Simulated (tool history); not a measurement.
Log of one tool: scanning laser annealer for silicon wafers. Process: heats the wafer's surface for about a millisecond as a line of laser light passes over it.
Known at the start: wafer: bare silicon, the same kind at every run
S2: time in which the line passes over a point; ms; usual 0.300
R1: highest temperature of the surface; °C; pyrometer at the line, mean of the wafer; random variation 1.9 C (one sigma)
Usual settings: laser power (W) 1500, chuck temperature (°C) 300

Run 1, hour 0.0: usual settings. Result: R1 1096 °C.
Run 2, hour 27.9: usual settings. Result: R1 1103 °C.
Run 3, hour 41.8: usual settings but S2 0.227 ms. Result: R1 981 °C.
Run 4, hour 54.2: usual settings but S2 0.266 ms. Result: R1 1046 °C.
Run 5, hour 83.9: usual settings. Result: R1 1098 °C.
Run 6, hour 107.9: usual settings but chuck temperature (°C) 266. Result: R1 1063 °C.
Run 7, hour 131.1: usual settings but chuck temperature (°C) 313. Result: R1 1110 °C.
Run 8, hour 161.0: usual settings but laser power (W) 1391, chuck temperature (°C) 313. Result: R1 1052 °C.
Run 9, hour 177.9: usual settings. Result: R1 1093 °C.
Run 10, hour 190.6: usual settings. Result: R1 1096 °C.
Run 11, hour 218.0: usual settings. Result: R1 1096 °C.
At hour 240.4: window over the wafer cleaned.
Run 12, hour 245.4: usual settings but laser power (W) 1473. Result: R1 1100 °C.
Run 13, hour 262.6: usual settings but laser power (W) 1473, chuck temperature (°C) 302. Result: R1 1098 °C.
Run 14, hour 284.7: usual settings but chuck temperature (°C) 310. Result: R1 1119 °C.
Run 15, hour 304.1: usual settings but chuck temperature (°C) 310. Result: R1 1119 °C.
Run 16, hour 333.3: usual settings but chuck temperature (°C) 310. Result: R1 1122 °C.
Run 17, hour 359.1: usual settings but chuck temperature (°C) 310. Result: R1 1120 °C.
Run 18, hour 383.4: usual settings but chuck temperature (°C) 310. Result: R1 1120 °C.
Run 19, hour 406.8: usual settings but chuck temperature (°C) 310. Result: R1 1120 °C.
Run 20, hour 420.8: usual settings but chuck temperature (°C) 310. Result: R1 1119 °C.
Run 21, hour 441.7: usual settings. Result: R1 1109 °C.
Run 22, hour 470.4: usual settings but laser power (W) 1330, S2 0.283 ms, chuck temperature (°C) 301. Result: R1 994 °C.
Run 23, hour 489.2: usual settings but laser power (W) 1330, S2 0.283 ms, chuck temperature (°C) 301. Result: R1 998 °C.
Run 24, hour 507.5: usual settings but laser power (W) 1526, S2 0.224 ms, chuck temperature (°C) 288. Result: R1 981 °C.
Run 25, hour 530.2: usual settings but laser power (W) 1528, S2 0.236 ms, chuck temperature (°C) 333. Result: R1 1048 °C.
Run 26, hour 555.9: usual settings but laser power (W) 1574, S2 0.361 ms, chuck temperature (°C) 316. Result: R1 1255 °C.
Run 27, hour 569.0: usual settings but laser power (W) 1331, S2 0.227 ms, chuck temperature (°C) 286. Result: R1 900 °C.
Run 28, hour 597.4: usual settings but laser power (W) 1477. Result: R1 1093 °C.
Run 29, hour 621.9: usual settings but S2 0.295 ms, chuck temperature (°C) 304. Result: R1 1100 °C.
Run 30, hour 646.5: usual settings but laser power (W) 1332, S2 0.228 ms, chuck temperature (°C) 330. Result: R1 945 °C.
Run 31, hour 664.6: usual settings but laser power (W) 1590. Result: R1 1150 °C.
Run 32, hour 691.8: usual settings but laser power (W) 1460. Result: R1 1083 °C.
Run 33, hour 710.3: usual settings but laser power (W) 1606, S2 0.258 ms, chuck temperature (°C) 263. Result: R1 1048 °C.
Run 34, hour 725.4: usual settings but laser power (W) 1526, chuck temperature (°C) 335. Result: R1 1151 °C.
Run 35, hour 749.7: usual settings but laser power (W) 1608, chuck temperature (°C) 335. Result: R1 1194 °C.
Run 36, hour 779.4: usual settings but laser power (W) 1573, S2 0.229 ms, chuck temperature (°C) 274. Result: R1 990 °C.
Run 37, hour 793.4: usual settings but laser power (W) 1476, S2 0.260 ms, chuck temperature (°C) 274. Result: R1 1002 °C.
Run 38, hour 817.0: usual settings but laser power (W) 1625, S2 0.267 ms, chuck temperature (°C) 339. Result: R1 1146 °C.
Run 39, hour 835.2: usual settings but laser power (W) 1299, S2 0.274 ms, chuck temperature (°C) 285. Result: R1 950 °C.
Run 40, hour 863.6: usual settings but S2 0.286 ms, chuck temperature (°C) 301. Result: R1 1079 °C.
Run 41, hour 879.4: usual settings but laser power (W) 1461, S2 0.357 ms, chuck temperature (°C) 323. Result: R1 1184 °C.

The same runs without the tool's hidden state, with the same run-to-run variation:
The hidden state here: light that passes the window, % of a clean one's; laser's true power over the reading, %; width of the line over the set one, %; drift of the gauge itself on peak_c, C.
run    R1
  1  1113
  2  1121
  3   997
  4  1063
  5  1117
  6  1082
  7  1130
  8  1071
  9  1114
 10  1117
 11  1118
 12  1106
 13  1104
 14  1126
 15  1127
 16  1130
 17  1128
 18  1128
 19  1129
 20  1128
 21  1119
 22  1003
 23  1007
 24   990
 25  1058
 26  1269
 27   909
 28  1105
 29  1113
 30   955
 31  1164
 32  1096
 33  1062
 34  1165
 35  1210
 36  1004
 37  1016
 38  1162
 39   963
 40  1096
 41  1202
